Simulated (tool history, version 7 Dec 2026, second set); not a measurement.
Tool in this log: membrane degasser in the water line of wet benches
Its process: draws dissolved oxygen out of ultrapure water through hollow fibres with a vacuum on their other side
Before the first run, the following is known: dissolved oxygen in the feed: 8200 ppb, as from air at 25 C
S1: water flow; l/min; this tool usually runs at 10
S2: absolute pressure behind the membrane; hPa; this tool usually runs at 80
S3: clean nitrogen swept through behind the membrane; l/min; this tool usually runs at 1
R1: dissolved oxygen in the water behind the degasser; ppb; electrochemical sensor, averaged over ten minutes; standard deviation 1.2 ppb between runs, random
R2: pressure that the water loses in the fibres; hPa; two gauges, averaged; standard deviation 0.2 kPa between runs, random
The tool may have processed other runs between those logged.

run    hour  S1     S2    S3     R1     R2
  1       0  10     80     1  118.3  446.2
  2   102.7  10     80     1  114.7  444.6
  3   206.4  10     80     1  117.7  443.8
  4   252.4  10     80     1    117  444.6
  5   357.5  10     80     1  117.5  443.6
  6   433.3  10     80     1  117.8  444.7
  7   521.9  10     80     1  118.8  448.7
  8   572.7   9     80  0.84  125.3  400.5
  9     679   9     80  0.84  123.9  398.8
 10     764  10  143.5  0.41  564.8  444.3
 11   866.7  10   61.2   0.6  115.4  446.6
 12   913.7  10   61.2   0.6  115.4  445.9
 13   970.3   9  127.9   0.6  326.8  401.5
 14  1075.9   9  136.2  2.23  104.8  399.5

Consider 5 possible next runs. They are alternatives, not a sequence: every one starts from the tool as it was left by run 14. What does each give?
  A  1185.2  12   59.5     1   ?   ?
  B  1185.2  14  195.2  1.06   ?   ?
  C  1185.2  15   65.5  2.23   ?   ?
  D  1185.2  10     80  2.52   ?   ?
  E  1185.2  10   93.4   1.5   ?   ?

run     R1     R2
  A   84.5  535.6
  B  492.8  622.2
  C   68.7  669.4
  D   50.7  444.7
  E  103.7  448.6
What these runs would have given with no unlogged condition in the tool:
run     R1     R2
  A   80.6  523.5
  B  483.8  608.1
  C   65.1  654.2
  D   48.6  434.7
  E  100.1  438.5
